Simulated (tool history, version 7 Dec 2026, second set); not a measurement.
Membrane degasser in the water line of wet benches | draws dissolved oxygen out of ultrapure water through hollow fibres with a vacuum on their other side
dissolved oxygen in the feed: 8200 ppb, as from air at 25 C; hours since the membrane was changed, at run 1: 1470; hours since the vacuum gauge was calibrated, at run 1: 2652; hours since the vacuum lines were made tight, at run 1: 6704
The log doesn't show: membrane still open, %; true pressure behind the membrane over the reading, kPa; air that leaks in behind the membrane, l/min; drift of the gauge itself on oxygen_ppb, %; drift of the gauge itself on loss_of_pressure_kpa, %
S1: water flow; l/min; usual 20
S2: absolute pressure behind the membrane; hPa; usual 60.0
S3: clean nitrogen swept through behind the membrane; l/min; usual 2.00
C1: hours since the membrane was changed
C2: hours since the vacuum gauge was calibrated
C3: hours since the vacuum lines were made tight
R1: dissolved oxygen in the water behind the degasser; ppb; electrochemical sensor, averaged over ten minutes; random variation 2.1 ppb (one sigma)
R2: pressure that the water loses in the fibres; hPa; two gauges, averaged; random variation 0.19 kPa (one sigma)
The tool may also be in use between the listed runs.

Run 1, hour 0.0: usual settings; C1 1470; C2 2652; C3 6704. Result: R1 203.7 ppb, R2 412.0 hPa.
Run 2, hour 42.2: usual settings; C1 1512; C2 2694; C3 6746. Result: R1 200.8 ppb, R2 410.7 hPa.
Run 3, hour 69.3: usual settings; C1 1539; C2 2721; C3 6773. Result: R1 203.4 ppb, R2 416.9 hPa.
Run 4, hour 116.5: usual settings but S3 1.19 l/min; C1 1586; C2 2769; C3 6821. Result: R1 243.5 ppb, R2 413.4 hPa.
Run 5, hour 161.9: usual settings but S3 1.19 l/min; C1 1632; C2 2814; C3 6866. Result: R1 241.4 ppb, R2 410.2 hPa.
Run 6, hour 207.9: usual settings but S1 15 l/min; C1 1678; C2 2860; C3 6912. Result: R1 110.4 ppb, R2 308.0 hPa.
Run 7, hour 236.0: usual settings but S1 15 l/min; C1 1706; C2 2888; C3 6940. Result: R1 110.6 ppb, R2 309.4 hPa.
Run 8, hour 264.0: usual settings but S1 13 l/min; C1 1734; C2 2916; C3 6968. Result: R1 80.7 ppb, R2 268.0 hPa.
Run 9, hour 303.3: usual settings but S1 13 l/min; C1 1773; C2 2955; C3 7007. Result: R1 81.6 ppb, R2 271.7 hPa.
Run 10, hour 333.1: usual settings but S1 13 l/min; C1 1803; C2 2985; C3 7037. Result: R1 80.9 ppb, R2 267.7 hPa.
Run 11, hour 361.8: usual settings but S1 13 l/min; C1 1832; C2 3014; C3 7066. Result: R1 80.2 ppb, R2 268.5 hPa.
Run 12, hour 392.7: usual settings but S1 13 l/min, S2 70.4 hPa; C1 1863; C2 3045; C3 7097. Result: R1 97.1 ppb, R2 268.4 hPa.
Run 13, hour 424.4: usual settings but S1 13 l/min, S2 70.4 hPa; C1 1894; C2 3077; C3 7129. Result: R1 96.3 ppb, R2 271.9 hPa.
Run 14, hour 470.2: usual settings but S1 19 l/min, S2 111.6 hPa, S3 2.22 l/min; C1 1940; C2 3122; C3 7174. Result: R1 286.2 ppb, R2 390.4 hPa.
Run 15, hour 511.9: usual settings but S1 22 l/min, S2 42.8 hPa, S3 2.22 l/min; C1 1982; C2 3164; C3 7216. Result: R1 206.0 ppb, R2 449.0 hPa.
Run 16, hour 563.2: usual settings but S2 40.8 hPa, S3 2.84 l/min; C1 2033; C2 3215; C3 7267. Result: R1 151.8 ppb, R2 411.7 hPa.
Run 17, hour 604.8: usual settings but S1 22 l/min, S2 80.0 hPa, S3 2.88 l/min; C1 2075; C2 3257; C3 7309. Result: R1 265.5 ppb, R2 456.1 hPa.
Run 18, hour 633.4: usual settings but S1 22 l/min, S2 80.0 hPa, S3 2.88 l/min; C1 2103; C2 3286; C3 7338. Result: R1 261.5 ppb, R2 457.1 hPa.
Run 19, hour 682.9: usual settings but S1 21 l/min, S2 108.9 hPa, S3 2.88 l/min; C1 2153; C2 3335; C3 7387. Result: R1 288.7 ppb, R2 434.6 hPa.
Run 20, hour 726.4: usual settings but S1 26 l/min, S2 101.5 hPa, S3 3.73 l/min; C1 2196; C2 3379; C3 7431. Result: R1 372.4 ppb, R2 538.1 hPa.
Run 21, hour 769.4: usual settings but S1 13 l/min, S3 1.27 l/min; C1 2239; C2 3422; C3 7474. Result: R1 107.1 ppb, R2 266.4 hPa.
Run 22, hour 808.9: usual settings but S1 16 l/min, S2 51.9 hPa, S3 1.89 l/min; C1 2279; C2 3461; C3 7513. Result: R1 113.0 ppb, R2 328.5 hPa.
Run 23, hour 848.0: usual settings but S1 16 l/min, S2 51.9 hPa, S3 1.89 l/min; C1 2318; C2 3500; C3 7552. Result: R1 113.0 ppb, R2 331.4 hPa.
Run 24, hour 894.4: usual settings but S1 16 l/min, S2 52.5 hPa, S3 0.84 l/min; C1 2364; C2 3547; C3 7599. Result: R1 159.1 ppb, R2 329.6 hPa.
Run 25, hour 925.0: usual settings but S1 16 l/min, S2 40.6 hPa, S3 3.08 l/min; C1 2395; C2 3577; C3 7629. Result: R1 83.8 ppb, R2 330.2 hPa.

Forecast each of these 5 alternatives for the next run:
Run A, hour 973.7: usual settings but S3 1.24 l/min; C1 2444; C2 3626; C3 7678. Result: R1 ?, R2 ?.
Run B, hour 973.7: usual settings but S1 16 l/min, S2 55.8 hPa, S3 2.34 l/min; C1 2444; C2 3626; C3 7678. Result: R1 ?, R2 ?.
Run C, hour 973.7: usual settings but S1 16 l/min, S2 40.3 hPa, S3 3.22 l/min; C1 2444; C2 3626; C3 7678. Result: R1 ?, R2 ?.
Run D, hour 973.7: usual settings but S1 16 l/min, S2 46.8 hPa, S3 3.08 l/min; C1 2444; C2 3626; C3 7678. Result: R1 ?, R2 ?.
Run E, hour 973.7: usual settings but S3 5.41 l/min; C1 2444; C2 3626; C3 7678. Result: R1 ?, R2 ?.

run     R1     R2
  A  238.0  413.0
  B  110.4  331.6
  C   84.8  334.1
  D   92.2  330.2
  E  165.4  414.4
Without the tool's hidden state the same runs would have given:
run     R1     R2
  A  237.9  412.9
  B  110.3  331.6
  C   84.7  334.0
  D   92.1  330.2
  E  165.3  414.4
